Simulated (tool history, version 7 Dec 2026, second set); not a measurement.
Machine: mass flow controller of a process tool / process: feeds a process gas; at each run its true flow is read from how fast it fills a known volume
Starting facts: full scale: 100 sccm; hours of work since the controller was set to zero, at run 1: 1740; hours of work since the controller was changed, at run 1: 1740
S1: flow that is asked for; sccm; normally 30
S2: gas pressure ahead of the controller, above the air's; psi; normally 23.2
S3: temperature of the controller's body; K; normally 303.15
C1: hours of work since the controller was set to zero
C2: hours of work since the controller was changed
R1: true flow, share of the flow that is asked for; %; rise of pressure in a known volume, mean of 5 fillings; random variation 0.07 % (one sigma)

run      day  S1    S2      S3    C1    C2      R1
  1        0  30  23.2  303.15  1740  1740   99.42
  2    7.342  30  23.2  303.15  1815  1815   99.53
  3   19.133  30  23.2  303.15  1936  1936   99.51
  4   29.346  30  23.2  307.15  2041  2041   99.69
  5     39.2  30  23.2  303.15  2143  2143   99.47
  6   50.296  30  23.2  303.15  2257  2257   99.53
  7    62.55  30  23.2  303.15  2383  2383   99.69
  8   76.546  30  23.2  303.15  2526  2526   99.81
  9     83.2  30  23.2  303.15  2595  2595   99.73
 10   89.404  30  23.2  303.15  2659  2659   99.81
 11   95.704  30  23.2  303.15  2723  2723  100.02
 12  105.888  39  35.2  298.15  2828  2828  100.31
 13  118.271  92  38.1  298.15  2955  2955  101.28
 14    129.4  92  38.1  298.15  3070  3070  101.32
 15  143.075  92  38.1  298.15  3210  3210  101.24
 16  150.517  10  30.9  294.15  3287  3287  101.64

Branching from run 16: 4 alternative next runs. What would each branch give?
  A  163.442  19  28.6  312.15  3420  3420   ?
  B  163.442  19  35.5  303.15  3420  3420   ?
  C  163.442  39  24.1  309.15  3420  3420   ?
  D  163.442  26  30.9  307.15  3420  3420   ?

run      R1
  A  100.93
  B  101.12
  C  100.52
  D  100.82
With the hidden condition removed and each run's random variation left untouched, the same runs would have given:
run     R1
  A  98.56
  B  98.75
  C  98.87
  D  98.82
